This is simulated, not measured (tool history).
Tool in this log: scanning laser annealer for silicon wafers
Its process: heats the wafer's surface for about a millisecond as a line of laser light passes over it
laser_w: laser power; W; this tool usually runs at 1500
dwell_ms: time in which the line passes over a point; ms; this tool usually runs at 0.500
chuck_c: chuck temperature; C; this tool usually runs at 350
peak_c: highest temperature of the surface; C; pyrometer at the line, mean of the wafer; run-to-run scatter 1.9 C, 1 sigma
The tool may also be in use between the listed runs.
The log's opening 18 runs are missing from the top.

run   hour  laser_w  dwell_ms  chuck_c  peak_c
 19  210.0     1500     0.500      349    1051
 20  219.3     1500     0.500      349    1044
 21  227.6     1500     0.414      350     988
 22  235.2     1500     0.414      350     987
 23  248.6     1500     0.414      350     988
 24  256.5     1337     0.565      341     970
 25  269.2     1337     0.578      339     973
 26  285.9     1423     0.417      329     917
     296.0  -- window over the wafer cleaned
 27  297.2     1423     0.549      329    1054
 28  309.7     1500     0.374      356    1000
 29  319.9     1438     0.392      344     969
 30  327.5     1392     0.580      333    1051
 31  341.1     1336     0.450      321     921
 32  351.5     1409     0.617      312    1061
 33  362.7     1500     0.500      367    1102
 34  371.4     1500     0.613      350    1160
 35  384.9     1621     0.405      325    1059
 36  394.4     1353     0.358      350     894
 37  407.5     1430     0.403      351     967
 38  424.4     1430     0.403      351     966
 39  440.7     1430     0.403      351     963
 40  449.6     1430     0.403      351     965
     464.2  -- optics aligned, line set to its width
 41  471.4     1430     0.403      351     972
 42  480.7     1429     0.359      323     911

Each row is a separate what-if for the run after 42, all from the same tool condition, not one after another. Results?
  A  493.2     1439     0.581      378       ?
  B  493.2     1429     0.359      376       ?
  C  493.2     1429     0.359      350       ?

run  peak_c
  A    1118
  B     962
  C     937
Without the tool's unlogged condition, the same runs would have read:
run  peak_c
  A    1148
  B     985
  C     960

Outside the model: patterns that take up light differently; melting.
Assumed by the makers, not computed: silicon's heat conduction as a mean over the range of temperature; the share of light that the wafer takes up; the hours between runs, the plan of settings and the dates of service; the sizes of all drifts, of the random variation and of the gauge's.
